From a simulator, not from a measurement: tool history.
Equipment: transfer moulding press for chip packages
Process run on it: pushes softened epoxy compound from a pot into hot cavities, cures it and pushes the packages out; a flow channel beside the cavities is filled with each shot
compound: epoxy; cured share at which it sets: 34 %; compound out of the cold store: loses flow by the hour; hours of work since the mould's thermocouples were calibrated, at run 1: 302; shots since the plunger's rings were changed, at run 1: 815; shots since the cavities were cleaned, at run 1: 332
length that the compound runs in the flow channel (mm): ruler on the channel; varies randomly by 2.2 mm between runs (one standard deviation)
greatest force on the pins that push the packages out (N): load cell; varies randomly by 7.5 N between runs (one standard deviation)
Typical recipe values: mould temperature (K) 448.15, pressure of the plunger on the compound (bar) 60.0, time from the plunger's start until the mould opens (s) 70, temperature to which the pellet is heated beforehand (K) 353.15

| run | hour | mould temperature (K) | pressure of the plunger on the compound (bar) | time from the plunger's start until the mould opens (s) | temperature to which the pellet is heated beforehand (K) | hours of work since the mould's thermocouples were calibrated | shots since the plunger's rings were changed | shots since the cavities were cleaned | incoming compound's hours out of the cold store | length that the compound runs in the flow channel (mm) | greatest force on the pins that push the packages out (N) |
|---|---|---|---|---|---|---|---|---|---|---|---|
| 1 | 0.0 | 448.15 | 60.0 | 70 | 353.15 | 302 | 815 | 332 | 25.1 | 508 | 342 |
|  | 16.1 | cavities cleaned with cleaning compound and waxed |
| 2 | 41.8 | 448.15 | 47.2 | 70 | 353.15 | 320 | 1249 | 276 | 42.5 | 418 | 304 |
|  | 64.6 | cavities cleaned with cleaning compound and waxed |
| 3 | 85.1 | 448.15 | 47.2 | 70 | 361.15 | 339 | 1700 | 221 | 30.1 | 436 | 300 |
|  | 111.2 | cavities cleaned with cleaning compound and waxed |
| 4 | 128.9 | 448.15 | 60.0 | 70 | 353.15 | 358 | 2156 | 190 | 29.9 | 494 | 327 |
|  | 160.5 | cavities cleaned with cleaning compound and waxed |
| 5 | 169.0 | 448.15 | 60.0 | 70 | 358.15 | 376 | 2572 | 91 | 19.3 | 515 | 339 |
| 6 | 195.6 | 448.15 | 60.0 | 70 | 358.15 | 388 | 2859 | 378 | 23.7 | 506 | 323 |
|  | 208.9 | cavities cleaned with cleaning compound and waxed |
| 7 | 215.2 | 448.15 | 60.0 | 70 | 358.15 | 396 | 3054 | 68 | 31.4 | 488 | 326 |
| 8 | 241.8 | 448.15 | 60.0 | 70 | 358.15 | 408 | 3342 | 356 | 32.8 | 492 | 309 |
|  | 256.3 | cavities cleaned with cleaning compound and waxed |
| 9 | 268.5 | 448.15 | 60.0 | 70 | 358.15 | 419 | 3613 | 132 | 33.7 | 486 | 315 |
| 10 | 291.0 | 448.15 | 60.0 | 70 | 358.15 | 429 | 3855 | 374 | 39.7 | 477 | 329 |
|  | 304.1 | cavities cleaned with cleaning compound and waxed |
| 11 | 316.1 | 448.15 | 60.0 | 70 | 358.15 | 440 | 4110 | 130 | 10.4 | 534 | 333 |
| 12 | 342.7 | 448.15 | 55.6 | 70 | 353.15 | 452 | 4397 | 417 | 21.2 | 495 | 347 |
|  | 352.4 | mould's thermocouples calibrated |
|  | 353.9 | cavities cleaned with cleaning compound and waxed |
|  | 369.8 | plunger's sealing rings changed |
| 13 | 371.2 | 448.15 | 60.0 | 70 | 353.15 | 7 | 14 | 159 | 46.7 | 464 | 318 |
|  | 403.5 | cavities cleaned with cleaning compound and waxed |
| 14 | 403.5 | 448.15 | 60.0 | 70 | 353.15 | 21 | 347 | 0 | 40.9 | 477 | 317 |
| 15 | 428.6 | 448.15 | 60.0 | 70 | 353.15 | 32 | 617 | 270 | 43.3 | 470 | 322 |
|  | 451.1 | cavities cleaned with cleaning compound and waxed |
| 16 | 460.4 | 448.15 | 64.9 | 70 | 358.15 | 46 | 944 | 101 | 46.3 | 487 | 313 |
|  | 500.2 | cavities cleaned with cleaning compound and waxed |
| 17 | 501.6 | 448.15 | 64.9 | 70 | 361.15 | 64 | 1372 | 15 | 12.2 | 559 | 324 |
| 18 | 522.0 | 449.15 | 72.7 | 85 | 351.15 | 73 | 1592 | 235 | 43.2 | 516 | 236 |
|  | 546.5 | cavities cleaned with cleaning compound and waxed |
| 19 | 564.5 | 453.15 | 72.7 | 60 | 351.15 | 91 | 2034 | 194 | 23.2 | 552 | 372 |
|  | 594.4 | cavities cleaned with cleaning compound and waxed |
| 20 | 600.0 | 453.15 | 72.7 | 60 | 351.15 | 107 | 2401 | 60 | 43.4 | 512 | 345 |
| 21 | 625.2 | 450.15 | 62.9 | 60 | 353.15 | 118 | 2673 | 332 | 30.9 | 501 | 437 |
|  | 641.7 | cavities cleaned with cleaning compound and waxed |
| 22 | 667.6 | 448.15 | 45.3 | 61 | 345.15 | 137 | 3113 | 279 | 32.1 | 426 | 509 |
|  | 689.3 | cavities cleaned with cleaning compound and waxed |
| 23 | 711.4 | 448.15 | 45.3 | 61 | 345.15 | 156 | 3569 | 237 | 35.4 | 423 | 469 |
|  | 737.3 | cavities cleaned with cleaning compound and waxed |
| 24 | 746.2 | 455.15 | 60.0 | 70 | 346.15 | 171 | 3929 | 96 | 44.6 | 459 | 252 |
| 25 | 777.6 | 455.15 | 60.0 | 75 | 346.15 | 185 | 4267 | 434 | 39.2 | 469 | 245 |
|  | 783.6 | cavities cleaned with cleaning compound and waxed |
|  | 814.3 | plunger's sealing rings changed |
| 26 | 824.1 | 455.15 | 74.9 | 57 | 346.15 | 204 | 105 | 409 | 26.5 | 552 | 380 |

Below are 4 alternative next runs, each starting from the tool's condition after run 26. Predict each:
|  | 834.3 | cavities cleaned with cleaning compound and waxed |
| A | 864.8 | 455.15 | 65.8 | 74 | 352.15 | 222 | 528 | 329 | 47.7 | ? | ? |
|  | 834.3 | cavities cleaned with cleaning compound and waxed |
| B | 864.8 | 442.15 | 60.0 | 70 | 353.15 | 222 | 528 | 329 | 21.1 | ? | ? |
|  | 834.3 | cavities cleaned with cleaning compound and waxed |
| C | 864.8 | 445.15 | 60.0 | 82 | 349.15 | 222 | 528 | 329 | 33.3 | ? | ? |
|  | 834.3 | cavities cleaned with cleaning compound and waxed |
| D | 864.8 | 448.15 | 60.0 | 101 | 353.15 | 222 | 528 | 329 | 22.8 | ? | ? |

| run | length that the compound runs in the flow channel (mm) | greatest force on the pins that push the packages out (N) |
|---|---|---|
| A | 476 | 243 |
| B | 519 | 485 |
| C | 495 | 283 |
| D | 509 | 250 |
Had the tool no hidden state, the same runs would have come out as:
| run | length that the compound runs in the flow channel (mm) | greatest force on the pins that push the packages out (N) |
|---|---|---|
| A | 476 | 241 |
| B | 519 | 482 |
| C | 495 | 281 |
| D | 509 | 248 |
